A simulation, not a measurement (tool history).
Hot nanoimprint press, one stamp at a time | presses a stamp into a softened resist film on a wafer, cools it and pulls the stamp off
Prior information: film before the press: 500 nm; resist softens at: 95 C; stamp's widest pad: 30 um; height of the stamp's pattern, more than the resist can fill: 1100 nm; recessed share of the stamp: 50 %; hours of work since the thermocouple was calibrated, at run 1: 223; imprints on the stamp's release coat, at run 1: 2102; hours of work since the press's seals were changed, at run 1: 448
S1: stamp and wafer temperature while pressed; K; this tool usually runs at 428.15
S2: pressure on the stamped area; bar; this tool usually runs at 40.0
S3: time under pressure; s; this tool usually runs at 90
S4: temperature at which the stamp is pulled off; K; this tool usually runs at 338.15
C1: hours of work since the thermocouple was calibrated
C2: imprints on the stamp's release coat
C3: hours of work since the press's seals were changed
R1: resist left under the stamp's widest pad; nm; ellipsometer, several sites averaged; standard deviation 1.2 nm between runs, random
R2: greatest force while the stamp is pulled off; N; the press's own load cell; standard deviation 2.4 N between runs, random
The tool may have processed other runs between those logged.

run,day,S1,S2,S3,S4,C1,C2,C3,R1,R2
1,0.000,428.15,40.0,90,338.15,223,2102,448,191.2,111
# day 0.467: stamp cleaned and given a new release coat
2,1.192,428.15,40.0,90,338.15,239,101,465,191.8,111
3,1.825,428.15,40.0,90,338.15,250,189,476,192.3,111
4,2.762,428.15,40.0,90,338.15,267,320,492,191.3,112
5,3.438,428.15,40.0,90,338.15,278,414,504,191.4,112
6,4.133,428.15,40.0,90,338.15,291,511,516,188.7,109
7,4.662,437.15,40.0,90,338.15,300,585,526,113.0,111
8,5.608,437.15,40.0,90,338.15,316,717,542,112.4,116
9,6.262,433.15,40.0,90,338.15,328,809,554,141.0,118
10,7.100,428.15,40.0,90,338.15,343,925,568,189.4,116
11,7.850,428.15,40.0,90,338.15,356,1030,581,189.5,113
# day 8.846: plate thermocouple calibrated
12,9.079,428.15,40.0,90,338.15,4,1184,601,189.8,110
13,10.050,428.15,40.0,90,338.15,21,1320,618,186.3,112
14,11.188,428.15,40.0,90,327.15,41,1479,638,189.2,152
15,11.754,428.15,40.0,90,327.15,51,1557,647,189.4,145
16,12.888,416.15,37.7,106,343.15,71,1716,667,349.8,98
17,13.600,416.15,37.7,89,343.15,83,1815,680,361.6,94
18,14.158,416.15,48.6,89,343.15,93,1893,690,334.3,99
19,15.283,418.15,40.0,90,338.15,113,2050,709,322.5,108
20,15.788,428.15,40.0,107,345.15,122,2120,718,177.1,86
# day 16.146: stamp cleaned and given a new release coat
21,16.979,435.15,40.7,107,345.15,138,117,735,116.3,91
22,17.867,436.15,57.6,68,345.15,154,241,750,113.8,92
23,18.717,434.15,34.5,47,325.15,168,359,765,190.9,149
24,19.454,434.15,34.5,47,325.15,181,462,778,189.5,153
25,19.925,432.15,30.1,65,324.15,190,528,786,196.0,153
26,20.871,432.15,30.1,65,324.15,206,660,803,197.8,151
27,21.408,432.15,30.1,65,324.15,216,735,812,197.1,155
28,22.000,428.15,29.3,90,340.15,226,817,822,220.1,107
29,23.088,428.15,34.0,84,338.15,245,969,842,210.9,112
30,23.946,428.15,52.8,148,338.15,260,1089,857,132.8,115

Here are 3 independent what-if runs from the current tool condition. What would each one return?
A,25.029,428.15,47.1,148,338.15,279,1240,876,?,?
B,25.029,428.15,54.1,131,338.15,279,1240,876,?,?
C,25.029,428.15,52.8,148,323.15,279,1240,876,?,?

run,R1,R2
A,142.0,113
B,140.7,111
C,134.2,157
With no hidden state in the tool, these same runs would have given:
run,R1,R2
A,141.9,112
B,140.6,110
C,134.1,156
